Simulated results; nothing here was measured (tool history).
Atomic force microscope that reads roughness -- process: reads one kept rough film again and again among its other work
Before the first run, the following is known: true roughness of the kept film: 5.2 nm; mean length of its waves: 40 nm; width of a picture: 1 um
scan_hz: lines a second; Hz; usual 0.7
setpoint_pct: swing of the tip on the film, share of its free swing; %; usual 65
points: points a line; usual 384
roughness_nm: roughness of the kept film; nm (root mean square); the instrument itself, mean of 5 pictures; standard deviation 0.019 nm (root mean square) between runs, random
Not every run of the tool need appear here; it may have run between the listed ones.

Run 1, hour 0: usual settings. Result: roughness_nm 3.822 nm (root mean square).
Run 2, hour 8: usual settings. Result: roughness_nm 3.766 nm (root mean square).
At hour 12.5: new tip fitted.
Run 3, hour 15.5: usual settings. Result: roughness_nm 4.584 nm (root mean square).
Run 4, hour 26.5: usual settings but setpoint_pct 70 %. Result: roughness_nm 4.447 nm (root mean square).
Run 5, hour 31.9: usual settings but setpoint_pct 60 %. Result: roughness_nm 4.508 nm (root mean square).
Run 6, hour 38: usual settings but setpoint_pct 60 %. Result: roughness_nm 4.46 nm (root mean square).
Run 7, hour 45.2: usual settings but setpoint_pct 60 %. Result: roughness_nm 4.442 nm (root mean square).
Run 8, hour 55.2: usual settings. Result: roughness_nm 4.302 nm (root mean square).
Run 9, hour 64.9: usual settings but scan_hz 0.594 Hz, setpoint_pct 59 %, points 593. Result: roughness_nm 4.33 nm (root mean square).
Run 10, hour 73.7: usual settings but scan_hz 2.088 Hz, setpoint_pct 66 %, points 277. Result: roughness_nm 3.905 nm (root mean square).
At hour 75.8: height scale calibrated on a step standard.
Run 11, hour 80.3: usual settings but setpoint_pct 84 %. Result: roughness_nm 3.953 nm (root mean square).
Run 12, hour 89.8: usual settings but scan_hz 1.117 Hz, setpoint_pct 74 %, points 466. Result: roughness_nm 3.913 nm (root mean square).
Run 13, hour 101.1: usual settings but scan_hz 1.789 Hz, setpoint_pct 88 %, points 470. Result: roughness_nm 3.288 nm (root mean square).
Run 14, hour 112.2: usual settings but scan_hz 1.789 Hz, setpoint_pct 88 %, points 470. Result: roughness_nm 3.253 nm (root mean square).
Run 15, hour 118.8: usual settings but scan_hz 0.931 Hz, setpoint_pct 64 %, points 753. Result: roughness_nm 3.96 nm (root mean square).
Run 16, hour 125.4: usual settings but setpoint_pct 67 %. Result: roughness_nm 3.943 nm (root mean square).

Alternative continuations, all from the tool just after run 16; predict every row:
At hour 127.3: height scale calibrated on a step standard, once more.
Run A, hour 133.4: usual settings but setpoint_pct 67 %, points 765. Result: roughness_nm ?.
At hour 127.3: height scale calibrated on a step standard, once more.
Run B, hour 133.4: usual settings but scan_hz 2.117 Hz, setpoint_pct 68 %, points 883. Result: roughness_nm ?.
At hour 127.3: height scale calibrated on a step standard, once more.
Run C, hour 133.4: usual settings but setpoint_pct 67 %, points 499. Result: roughness_nm ?.
At hour 127.3: height scale calibrated on a step standard, once more.
Run D, hour 133.4: usual settings but setpoint_pct 72 %. Result: roughness_nm ?.
At hour 127.3: height scale calibrated on a step standard, once more.
Run E, hour 133.4: usual settings but scan_hz 1.284 Hz, setpoint_pct 83 %, points 1009. Result: roughness_nm ?.

run  roughness_nm
  A         3.879
  B          3.58
  C          3.88
  D          3.84
  E         3.475
Stripped of hidden state, with their random variation kept, the same runs would have yielded:
run  roughness_nm
  A         4.589
  B         4.235
  C         4.589
  D         4.541
  E          4.11
